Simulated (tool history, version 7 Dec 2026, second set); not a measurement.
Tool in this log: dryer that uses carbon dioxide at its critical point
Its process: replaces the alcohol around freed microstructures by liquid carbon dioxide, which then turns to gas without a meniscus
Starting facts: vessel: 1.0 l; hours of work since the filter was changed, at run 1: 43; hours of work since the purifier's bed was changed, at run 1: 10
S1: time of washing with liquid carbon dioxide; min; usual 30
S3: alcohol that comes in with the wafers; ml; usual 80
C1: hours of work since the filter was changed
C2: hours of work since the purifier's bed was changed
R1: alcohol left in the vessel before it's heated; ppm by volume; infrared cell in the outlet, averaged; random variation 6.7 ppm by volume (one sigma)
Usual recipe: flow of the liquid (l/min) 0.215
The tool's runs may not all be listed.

{"run": 1, "hour": 0.0, "S1": 30, "flow of the liquid (l/min)": 0.215, "S3": 80, "C1": 43, "C2": 10, "R1": 336}
{"run": 2, "hour": 7.5, "S1": 30, "flow of the liquid (l/min)": 0.215, "S3": 80, "C1": 46, "C2": 13, "R1": 336}
{"run": 3, "hour": 15.9, "S1": 30, "flow of the liquid (l/min)": 0.215, "S3": 86, "C1": 50, "C2": 16, "R1": 359}
{"run": 4, "hour": 20.8, "S1": 30, "flow of the liquid (l/min)": 0.215, "S3": 86, "C1": 52, "C2": 18, "R1": 380}
{"run": 5, "hour": 26.2, "S1": 30, "flow of the liquid (l/min)": 0.215, "S3": 86, "C1": 54, "C2": 20, "R1": 349}
{"run": 6, "hour": 35.1, "S1": 30, "flow of the liquid (l/min)": 0.215, "S3": 88, "C1": 57, "C2": 24, "R1": 391}
{"run": 7, "hour": 40.7, "S1": 30, "flow of the liquid (l/min)": 0.215, "S3": 88, "C1": 59, "C2": 26, "R1": 392}
{"run": 8, "hour": 46.6, "S1": 30, "flow of the liquid (l/min)": 0.215, "S3": 88, "C1": 62, "C2": 28, "R1": 379}
{"run": 9, "hour": 55.7, "S1": 30, "flow of the liquid (l/min)": 0.215, "S3": 88, "C1": 65, "C2": 32, "R1": 387}
{"run": 10, "hour": 61.4, "S1": 30, "flow of the liquid (l/min)": 0.215, "S3": 88, "C1": 68, "C2": 34, "R1": 393}
{"run": 11, "hour": 67.7, "S1": 30, "flow of the liquid (l/min)": 0.215, "S3": 88, "C1": 70, "C2": 37, "R1": 402}
{"run": 12, "hour": 71.8, "S1": 30, "flow of the liquid (l/min)": 0.215, "S3": 88, "C1": 72, "C2": 38, "R1": 401}
{"run": 13, "hour": 80.8, "S1": 30, "flow of the liquid (l/min)": 0.215, "S3": 88, "C1": 76, "C2": 42, "R1": 406}
{"run": 14, "hour": 88.0, "S1": 30, "flow of the liquid (l/min)": 0.335, "S3": 80, "C1": 78, "C2": 45, "R1": 26}
{"run": 15, "hour": 97.1, "S1": 30, "flow of the liquid (l/min)": 0.215, "S3": 80, "C1": 82, "C2": 49, "R1": 369}
{"run": 16, "hour": 105.2, "S1": 30, "flow of the liquid (l/min)": 0.215, "S3": 80, "C1": 85, "C2": 52, "R1": 381}
{"run": 17, "hour": 114.3, "S1": 30, "flow of the liquid (l/min)": 0.215, "S3": 48, "C1": 89, "C2": 55, "R1": 238}
{"run": 18, "hour": 122.6, "S1": 30, "flow of the liquid (l/min)": 0.215, "S3": 48, "C1": 92, "C2": 59, "R1": 239}
{"run": 19, "hour": 129.6, "S1": 24, "flow of the liquid (l/min)": 0.302, "S3": 26, "C1": 95, "C2": 62, "R1": 77}
{"run": 20, "hour": 135.5, "S1": 39, "flow of the liquid (l/min)": 0.267, "S3": 76, "C1": 97, "C2": 64, "R1": 42}
{"run": 21, "hour": 140.6, "S1": 39, "flow of the liquid (l/min)": 0.267, "S3": 61, "C1": 99, "C2": 66, "R1": 24}
{"run": 22, "hour": 145.0, "S1": 44, "flow of the liquid (l/min)": 0.215, "S3": 102, "C1": 101, "C2": 68, "R1": 61}
{"run": 23, "hour": 149.1, "S1": 44, "flow of the liquid (l/min)": 0.215, "S3": 102, "C1": 103, "C2": 69, "R1": 63}
{"run": 24, "hour": 155.1, "S1": 44, "flow of the liquid (l/min)": 0.215, "S3": 102, "C1": 105, "C2": 72, "R1": 58}
{"run": 25, "hour": 161.2, "S1": 44, "flow of the liquid (l/min)": 0.215, "S3": 102, "C1": 108, "C2": 74, "R1": 69}
{"run": 26, "hour": 170.5, "S1": 25, "flow of the liquid (l/min)": 0.184, "S3": 55, "C1": 111, "C2": 78, "R1": 1266}
{"run": 27, "hour": 176.6, "S1": 25, "flow of the liquid (l/min)": 0.184, "S3": 55, "C1": 114, "C2": 80, "R1": 1305}
{"run": 28, "hour": 183.9, "S1": 32, "flow of the liquid (l/min)": 0.158, "S3": 46, "C1": 117, "C2": 83, "R1": 744}
{"run": 29, "hour": 188.1, "S1": 32, "flow of the liquid (l/min)": 0.158, "S3": 46, "C1": 118, "C2": 85, "R1": 768}
{"run": 30, "hour": 194.6, "S1": 32, "flow of the liquid (l/min)": 0.158, "S3": 46, "C1": 121, "C2": 88, "R1": 723}
{"run": 31, "hour": 200.8, "S1": 30, "flow of the liquid (l/min)": 0.143, "S3": 112, "C1": 123, "C2": 90, "R1": 3434}
{"run": 32, "hour": 208.3, "S1": 33, "flow of the liquid (l/min)": 0.173, "S3": 21, "C1": 126, "C2": 93, "R1": 221}
{"run": 33, "hour": 212.7, "S1": 30, "flow of the liquid (l/min)": 0.2, "S3": 22, "C1": 128, "C2": 95, "R1": 187}
{"run": 34, "hour": 221.2, "S1": 46, "flow of the liquid (l/min)": 0.266, "S3": 22, "C1": 132, "C2": 98, "R1": 28}

Each row is a separate what-if for the run after 34, all from the same tool condition, not one after another. Results?
{"run": "A", "hour": 225.6, "S1": 25, "flow of the liquid (l/min)": 0.266, "S3": 22, "C1": 133, "C2": 100, "R1": "?"}
{"run": "B", "hour": 225.6, "S1": 36, "flow of the liquid (l/min)": 0.266, "S3": 22, "C1": 133, "C2": 100, "R1": "?"}
{"run": "C", "hour": 225.6, "S1": 38, "flow of the liquid (l/min)": 0.186, "S3": 61, "C1": 133, "C2": 100, "R1": "?"}
{"run": "D", "hour": 225.6, "S1": 42, "flow of the liquid (l/min)": 0.266, "S3": 22, "C1": 133, "C2": 100, "R1": "?"}

run=A R1=121
run=B R1=32
run=C R1=219
run=D R1=32
Had the tool no hidden state, the same runs would have come out as:
run=A R1=74
run=B R1=8
run=C R1=142
run=D R1=10
